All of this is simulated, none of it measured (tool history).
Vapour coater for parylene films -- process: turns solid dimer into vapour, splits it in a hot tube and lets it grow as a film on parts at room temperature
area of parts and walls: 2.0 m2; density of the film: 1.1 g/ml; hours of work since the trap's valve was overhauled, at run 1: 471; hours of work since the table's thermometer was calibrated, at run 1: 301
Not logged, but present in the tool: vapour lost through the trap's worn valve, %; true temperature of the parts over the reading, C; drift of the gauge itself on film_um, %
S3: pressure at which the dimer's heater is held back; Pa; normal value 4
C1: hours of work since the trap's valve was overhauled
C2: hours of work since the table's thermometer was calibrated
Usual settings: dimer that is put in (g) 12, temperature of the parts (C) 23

Run 1, day 0: usual settings; C1 471; C2 301. Result: thickness of the film (µm) 4.22.
Run 2, day 0.688: usual settings; C1 480; C2 310. Result: thickness of the film (µm) 4.2.
Run 3, day 1.154: usual settings but temperature of the parts (C) 34; C1 486; C2 316. Result: thickness of the film (µm) 3.17.
Run 4, day 1.738: usual settings but temperature of the parts (C) 34; C1 494; C2 324. Result: thickness of the film (µm) 3.16.
Run 5, day 2.312: usual settings but temperature of the parts (C) 34; C1 501; C2 331. Result: thickness of the film (µm) 3.17.
Run 6, day 2.721: usual settings but S3 11.53 Pa; C1 506; C2 337. Result: thickness of the film (µm) 3.85.
Run 7, day 3.525: usual settings but S3 11.53 Pa; C1 517; C2 347. Result: thickness of the film (µm) 3.87.
Run 8, day 4.3: usual settings but temperature of the parts (C) 20; C1 527; C2 357. Result: thickness of the film (µm) 4.56.
Run 9, day 5.133: usual settings; C1 538; C2 368. Result: thickness of the film (µm) 4.2.
Run 10, day 6.071: usual settings but temperature of the parts (C) 18; C1 550; C2 380. Result: thickness of the film (µm) 4.8.
Run 11, day 6.792: usual settings but dimer that is put in (g) 18; C1 559; C2 390. Result: thickness of the film (µm) 6.27.
Run 12, day 7.429: usual settings but dimer that is put in (g) 18, temperature of the parts (C) 26, S3 3.75 Pa; C1 567; C2 398. Result: thickness of the film (µm) 5.85.
Run 13, day 7.925: usual settings but dimer that is put in (g) 18, temperature of the parts (C) 27, S3 9.88 Pa; C1 574; C2 404. Result: thickness of the film (µm) 5.26.
At day 8.033: table's thermometer calibrated.
Run 14, day 8.525: usual settings but temperature of the parts (C) 19, S3 7.34 Pa; C1 581; C2 6. Result: thickness of the film (µm) 4.44.
At day 9.25: trap's valve overhauled.
Run 15, day 9.571: usual settings but dimer that is put in (g) 8, temperature of the parts (C) 19, S3 3.41 Pa; C1 4; C2 18. Result: thickness of the film (µm) 3.33.
Run 16, day 10.454: usual settings but dimer that is put in (g) 19, S3 8.6 Pa; C1 16; C2 29. Result: thickness of the film (µm) 6.53.
At day 10.779: table's thermometer calibrated, once more.
Run 17, day 10.908: usual settings but dimer that is put in (g) 19, S3 2.87 Pa; C1 21; C2 2. Result: thickness of the film (µm) 7.08.
Run 18, day 11.796: usual settings but dimer that is put in (g) 19, S3 2.87 Pa; C1 33; C2 13. Result: thickness of the film (µm) 7.12.
Run 19, day 12.696: usual settings but dimer that is put in (g) 19, S3 2.87 Pa; C1 44; C2 25. Result: thickness of the film (µm) 7.05.
Run 20, day 13.383: usual settings but dimer that is put in (g) 19, S3 2.87 Pa; C1 53; C2 34. Result: thickness of the film (µm) 7.1.
Run 21, day 13.946: usual settings but dimer that is put in (g) 19, S3 2.87 Pa; C1 60; C2 41. Result: thickness of the film (µm) 7.07.
Run 22, day 14.621: usual settings but dimer that is put in (g) 13; C1 69; C2 50. Result: thickness of the film (µm) 4.71.

What would each run have given without the hidden state, its run-to-run variation left as it was?
run  thickness of the film (µm)
  1                        4.37
  2                        4.35
  3                        3.29
  4                        3.28
  5                        3.28
  6                           4
  7                        4.01
  8                        4.74
  9                        4.37
 10                        4.99
 11                        6.53
 12                        6.09
 13                        5.47
 14                        4.61
 15                         3.3
 16                        6.48
 17                        7.13
 18                        7.17
 19                        7.11
 20                        7.16
 21                        7.14
 22                        4.75

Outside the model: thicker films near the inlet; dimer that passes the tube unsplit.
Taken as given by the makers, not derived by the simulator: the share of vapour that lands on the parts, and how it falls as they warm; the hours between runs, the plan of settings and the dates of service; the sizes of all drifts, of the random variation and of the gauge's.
